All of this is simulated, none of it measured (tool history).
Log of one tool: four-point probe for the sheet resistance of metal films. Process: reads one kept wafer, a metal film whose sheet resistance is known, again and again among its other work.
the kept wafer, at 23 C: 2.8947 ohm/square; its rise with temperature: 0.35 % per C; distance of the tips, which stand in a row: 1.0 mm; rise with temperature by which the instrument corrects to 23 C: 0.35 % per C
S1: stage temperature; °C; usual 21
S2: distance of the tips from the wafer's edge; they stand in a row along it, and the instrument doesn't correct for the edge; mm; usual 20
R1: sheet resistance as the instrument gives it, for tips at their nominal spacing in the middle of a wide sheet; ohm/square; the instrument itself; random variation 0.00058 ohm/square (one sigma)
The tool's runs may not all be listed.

{"run": 1, "day": 0.0, "S1": 21, "S2": 20, "R1": 2.907899}
{"run": 2, "day": 2.192, "S1": 21, "S2": 20, "R1": 2.906657}
{"run": 3, "day": 4.575, "S1": 21, "S2": 20, "R1": 2.908245}
{"run": 4, "day": 6.479, "S1": 28, "S2": 20, "R1": 2.905673}
{"run": 5, "day": 7.542, "S1": 21, "S2": 75, "R1": 2.903204}
{"run": 6, "day": 9.85, "S1": 22, "S2": 20, "R1": 2.906806}
{"run": 7, "day": 11.65, "S1": 22, "S2": 20, "R1": 2.906482}
{"run": 8, "day": 13.642, "S1": 22, "S2": 20, "R1": 2.905836}
{"run": 9, "day": 15.333, "S1": 22, "S2": 20, "R1": 2.905525}
{"run": 10, "day": 16.375, "S1": 22, "S2": 20, "R1": 2.904893}
{"run": 11, "day": 18.238, "S1": 22, "S2": 20, "R1": 2.90449}
{"run": 12, "day": 20.492, "S1": 22, "S2": 20, "R1": 2.904527}
{"run": 13, "day": 22.562, "S1": 21, "S2": 20, "R1": 2.904041}
{"run": 14, "day": 24.071, "S1": 21, "S2": 20, "R1": 2.903126}
{"run": 15, "day": 25.642, "S1": 21, "S2": 20, "R1": 2.903373}
{"run": 16, "day": 26.829, "S1": 21, "S2": 20, "R1": 2.902754}
{"run": 17, "day": 28.183, "S1": 24, "S2": 20, "R1": 2.902447}
{"run": 18, "day": 30.467, "S1": 21, "S2": 29, "R1": 2.900107}
{"run": 19, "day": 32.867, "S1": 21, "S2": 29, "R1": 2.900351}
{"run": 20, "day": 34.138, "S1": 32, "S2": 20, "R1": 2.900464}
{"run": 21, "day": 35.988, "S1": 21, "S2": 15, "R1": 2.903883}
{"run": 22, "day": 38.304, "S1": 21, "S2": 73, "R1": 2.898437}
{"run": 23, "day": 40.646, "S1": 26, "S2": 8, "R1": 2.920089}
{"run": 24, "day": 42.567, "S1": 26, "S2": 8, "R1": 2.918935}
{"run": 25, "day": 44.229, "S1": 24, "S2": 50, "R1": 2.895716}
{"run": 26, "day": 45.758, "S1": 22, "S2": 50, "R1": 2.895671}
{"run": 27, "day": 47.675, "S1": 22, "S2": 50, "R1": 2.895061}
{"run": 28, "day": 49.604, "S1": 22, "S2": 50, "R1": 2.895758}
{"run": 29, "day": 51.575, "S1": 22, "S2": 20, "R1": 2.898677}
{"run": 30, "day": 53.542, "S1": 21, "S2": 19, "R1": 2.897676}
{"run": 31, "day": 54.842, "S1": 34, "S2": 36, "R1": 2.893783}
{"run": 32, "day": 56.425, "S1": 26, "S2": 5, "R1": 2.954339}
{"run": 33, "day": 58.429, "S1": 33, "S2": 19, "R1": 2.896711}
{"run": 34, "day": 59.754, "S1": 23, "S2": 9, "R1": 2.911539}
{"run": 35, "day": 61.462, "S1": 20, "S2": 63, "R1": 2.893266}
{"run": 36, "day": 62.629, "S1": 18, "S2": 15, "R1": 2.898314}
{"run": 37, "day": 64.146, "S1": 23, "S2": 23, "R1": 2.89456}
{"run": 38, "day": 66.479, "S1": 25, "S2": 33, "R1": 2.887249}
{"run": 39, "day": 68.246, "S1": 25, "S2": 33, "R1": 2.888491}
{"run": 40, "day": 69.471, "S1": 21, "S2": 74, "R1": 2.885207}
{"run": 41, "day": 70.738, "S1": 18, "S2": 46, "R1": 2.886617}
{"run": 42, "day": 72.512, "S1": 33, "S2": 14, "R1": 2.891967}
{"run": 43, "day": 73.892, "S1": 33, "S2": 14, "R1": 2.891922}
{"run": 44, "day": 75.829, "S1": 23, "S2": 39, "R1": 2.884642}

Taken out of this log: 1 entry between the listed runs. Where each belongs, and how the hidden state differs across it:
Between runs 37 and 38: stage's thermometer calibrated (day 65.317)
  inner tips' distance over the nominal, %: -0.245 -> -0.261; wafer's true temperature over the reading, C: 0.45 -> 0
  measured less the result without the state, R1: -0.003093 -> -0.008155 ohm/square
